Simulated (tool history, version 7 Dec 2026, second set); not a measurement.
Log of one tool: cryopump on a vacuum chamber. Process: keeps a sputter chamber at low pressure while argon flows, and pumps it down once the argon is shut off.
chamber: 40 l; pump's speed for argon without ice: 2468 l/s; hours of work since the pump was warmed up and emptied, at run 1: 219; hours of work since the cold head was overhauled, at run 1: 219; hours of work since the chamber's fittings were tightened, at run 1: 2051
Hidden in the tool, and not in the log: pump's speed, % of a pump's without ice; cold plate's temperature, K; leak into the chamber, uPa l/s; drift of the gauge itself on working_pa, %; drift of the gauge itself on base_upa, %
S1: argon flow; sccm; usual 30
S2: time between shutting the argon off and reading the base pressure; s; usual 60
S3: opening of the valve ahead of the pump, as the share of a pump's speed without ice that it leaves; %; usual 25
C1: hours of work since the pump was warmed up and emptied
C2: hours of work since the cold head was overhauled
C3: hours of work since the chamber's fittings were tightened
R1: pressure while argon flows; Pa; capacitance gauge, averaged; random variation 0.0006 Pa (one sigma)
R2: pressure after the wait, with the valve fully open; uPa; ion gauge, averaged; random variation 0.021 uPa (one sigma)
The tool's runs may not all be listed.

run	day	S1	S2	S3	C1	C2	C3	R1	R2
1	0.000	30	60	25	219	219	2051	0.0833	0.67
2	0.683	30	60	25	228	228	2060	0.0847	0.76
3	2.075	30	60	25	247	247	2079	0.0852	0.74
4	2.871	30	231	25	258	258	2090	0.0847	0.57
5	4.129	12	60	25	275	275	2107	0.0337	0.75
6	5.058	12	60	25	288	288	2120	0.0336	0.74
7	5.838	12	60	25	299	299	2131	0.0348	0.81
8	7.042	12	60	25	315	315	2147	0.0339	0.77
9	7.929	12	60	25	327	327	2159	0.0348	0.77
10	8.696	12	60	30	338	338	2170	0.0280	0.76
11	10.083	12	60	30	357	357	2189	0.0294	0.78
12	11.129	30	60	25	371	371	2203	0.0859	0.79
13	11.975	30	60	25	382	382	2215	0.0859	0.77
14	12.921	30	60	25	395	395	2227	0.0856	0.79
15	14.162	30	60	25	412	412	2244	0.0858	0.82
16	15.417	30	60	25	429	429	2262	0.0870	0.82
17	16.442	30	60	25	443	443	2276	0.0872	0.86
18	17.862	37	91	54	463	463	2295	0.0526	0.77
19	18.742	43	91	24	475	475	2307	0.1297	0.79
20	19.704	43	36	24	488	488	2320	0.1301	1.00
21	20.612	43	36	24	500	500	2333	0.1307	1.00
22	21.854	23	163	24	517	517	2350	0.0709	0.76
23	22.804	23	163	24	530	530	2362	0.0696	0.73
24	23.546	13	23	29	541	541	2373	0.0335	1.27
25	24.325	25	49	29	551	551	2383	0.0640	0.96
26	25.433	25	73	50	566	566	2398	0.0393	0.85
27	26.825	30	62	27	585	585	2417	0.0825	0.93
28	27.967	31	55	37	601	601	2433	0.0639	0.92
29	28.817	32	40	33	613	613	2445	0.0732	1.06
30	30.000	30	74	33	629	629	2461	0.0687	0.86
31	31.112	14	60	25	644	644	2476	0.0411	0.96
32	32.042	45	39	25	657	657	2489	0.1353	1.11
33	33.283	14	60	31	674	674	2506	0.0343	0.99

3 ways to go on from here, each from the tool as it stands after run 33. What would each give?
A	34.679	28	60	42	693	693	2525	?	?
B	34.679	13	83	17	693	693	2525	?	?
C	34.679	14	60	35	693	693	2525	?	?

run	R1	R2
A	0.0530	0.97
B	0.0559	0.95
C	0.0315	0.98
Without the tool's hidden state the same runs would have given:
run	R1	R2
A	0.0456	0.32
B	0.0525	0.29
C	0.0278	0.33

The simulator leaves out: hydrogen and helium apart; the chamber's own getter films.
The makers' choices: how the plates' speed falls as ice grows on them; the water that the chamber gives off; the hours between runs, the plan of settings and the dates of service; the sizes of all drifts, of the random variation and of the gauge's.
